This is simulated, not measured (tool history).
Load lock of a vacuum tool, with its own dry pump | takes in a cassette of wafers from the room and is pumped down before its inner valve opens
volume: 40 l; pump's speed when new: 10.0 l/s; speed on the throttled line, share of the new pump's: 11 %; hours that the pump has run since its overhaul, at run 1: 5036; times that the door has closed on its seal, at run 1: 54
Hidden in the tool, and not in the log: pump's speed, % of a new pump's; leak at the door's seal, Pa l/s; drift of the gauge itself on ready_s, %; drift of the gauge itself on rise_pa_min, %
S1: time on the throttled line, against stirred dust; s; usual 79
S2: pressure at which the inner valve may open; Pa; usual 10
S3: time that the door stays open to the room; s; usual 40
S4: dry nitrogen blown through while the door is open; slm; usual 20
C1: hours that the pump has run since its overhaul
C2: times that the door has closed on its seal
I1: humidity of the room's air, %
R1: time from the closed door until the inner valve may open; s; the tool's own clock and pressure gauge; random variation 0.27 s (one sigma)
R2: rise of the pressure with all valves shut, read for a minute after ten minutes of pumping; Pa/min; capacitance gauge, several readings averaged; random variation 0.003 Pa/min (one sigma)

{"run": 1, "hour": 0.0, "S1": 79, "S2": 10, "S3": 40, "S4": 20, "C1": 5036, "C2": 54, "I1": 43.2, "R1": 108.6, "R2": 0.035}
{"run": 2, "hour": 112.7, "S1": 79, "S2": 10, "S3": 162, "S4": 20, "C1": 5148, "C2": 602, "I1": 43.8, "R1": 108.5, "R2": 0.057}
{"run": 3, "hour": 285.7, "S1": 79, "S2": 10, "S3": 162, "S4": 20, "C1": 5321, "C2": 1445, "I1": 43.7, "R1": 108.8, "R2": 0.068}
{"run": 4, "hour": 383.8, "S1": 79, "S2": 10, "S3": 40, "S4": 20, "C1": 5419, "C2": 1922, "I1": 48.2, "R1": 108.6, "R2": 0.038}
{"run": 5, "hour": 504.1, "S1": 79, "S2": 10, "S3": 40, "S4": 20, "C1": 5540, "C2": 2508, "I1": 41, "R1": 108.3, "R2": 0.042}
{"run": 6, "hour": 648.9, "S1": 79, "S2": 10, "S3": 40, "S4": 20, "C1": 5685, "C2": 3213, "I1": 44.9, "R1": 108.4, "R2": 0.035}
{"run": 7, "hour": 806.5, "S1": 79, "S2": 10, "S3": 40, "S4": 20, "C1": 5842, "C2": 3980, "I1": 42.5, "R1": 108.5, "R2": 0.041}
{"run": 8, "hour": 953.1, "S1": 79, "S2": 10, "S3": 40, "S4": 20, "C1": 5989, "C2": 4694, "I1": 44, "R1": 108.6, "R2": 0.047}
{"run": 9, "hour": 1051.8, "S1": 79, "S2": 10, "S3": 40, "S4": 20, "C1": 6087, "C2": 5175, "I1": 42.3, "R1": 108.8, "R2": 0.044}
{"run": 10, "hour": 1147.8, "S1": 79, "S2": 10, "S3": 40, "S4": 20, "C1": 6183, "C2": 5642, "I1": 45.1, "R1": 108.6, "R2": 0.048}
{"run": 11, "hour": 1283.6, "S1": 79, "S2": 10, "S3": 40, "S4": 20, "C1": 6319, "C2": 6303, "I1": 44.9, "R1": 108.7, "R2": 0.047}
{"run": 12, "hour": 1394.5, "S1": 57, "S2": 10, "S3": 40, "S4": 20, "C1": 6430, "C2": 6843, "I1": 43.3, "R1": 89.6, "R2": 0.054}
{"run": 13, "hour": 1550.3, "S1": 57, "S2": 10, "S3": 40, "S4": 20, "C1": 6586, "C2": 7602, "I1": 43.8, "R1": 89.7, "R2": 0.06}
{"run": 14, "hour": 1659.6, "S1": 47, "S2": 13, "S3": 127, "S4": 20, "C1": 6695, "C2": 8134, "I1": 46.4, "R1": 79.3, "R2": 0.085}
{"run": 15, "hour": 1823.4, "S1": 79, "S2": 10, "S3": 31, "S4": 13, "C1": 6859, "C2": 8931, "I1": 45.3, "R1": 109.3, "R2": 0.067}
{"run": 16, "hour": 1966.8, "S1": 56, "S2": 13, "S3": 106, "S4": 12, "C1": 7002, "C2": 9629, "I1": 46.3, "R1": 87.6, "R2": 0.105}
{"run": 17, "hour": 2088.5, "S1": 56, "S2": 13, "S3": 190, "S4": 21, "C1": 7124, "C2": 10222, "I1": 47.1, "R1": 87.7, "R2": 0.11}
{"run": 18, "hour": 2262.9, "S1": 53, "S2": 8, "S3": 66, "S4": 21, "C1": 7299, "C2": 11071, "I1": 41.2, "R1": 87.3, "R2": 0.09}
{"run": 19, "hour": 2355.6, "S1": 53, "S2": 8, "S3": 68, "S4": 11, "C1": 7391, "C2": 11522, "I1": 46.8, "R1": 87.1, "R2": 0.105}
{"run": 20, "hour": 2451.9, "S1": 101, "S2": 7, "S3": 127, "S4": 4, "C1": 7488, "C2": 11991, "I1": 48.5, "R1": 130.2, "R2": 0.148}
{"run": 21, "hour": 2542.6, "S1": 101, "S2": 7, "S3": 127, "S4": 4, "C1": 7578, "C2": 12433, "I1": 45.7, "R1": 130.3, "R2": 0.141}
{"run": 22, "hour": 2700.9, "S1": 75, "S2": 9, "S3": 28, "S4": 20, "C1": 7737, "C2": 13203, "I1": 45.6, "R1": 106.2, "R2": 0.095}
{"run": 23, "hour": 2876.5, "S1": 75, "S2": 9, "S3": 28, "S4": 20, "C1": 7912, "C2": 14058, "I1": 44.9, "R1": 106.1, "R2": 0.102}

3 ways to go on from here, each from the tool as it stands after run 23. What would each give?
{"run": "A", "hour": 2961.5, "S1": 75, "S2": 17, "S3": 45, "S4": 20, "C1": 7997, "C2": 14472, "I1": 47.1, "R1": "?", "R2": "?"}
{"run": "B", "hour": 2961.5, "S1": 44, "S2": 10, "S3": 40, "S4": 20, "C1": 7997, "C2": 14472, "I1": 43.6, "R1": "?", "R2": "?"}
{"run": "C", "hour": 2961.5, "S1": 79, "S2": 17, "S3": 40, "S4": 20, "C1": 7997, "C2": 14472, "I1": 45.5, "R1": "?", "R2": "?"}

run=A R1=103.5 R2=0.119
run=B R1=78.4 R2=0.108
run=C R1=107.2 R2=0.112
Without the tool's hidden state the same runs would have given:
run=A R1=101.7 R2=0.04
run=B R1=76.2 R2=0.029
run=C R1=105.4 R2=0.032
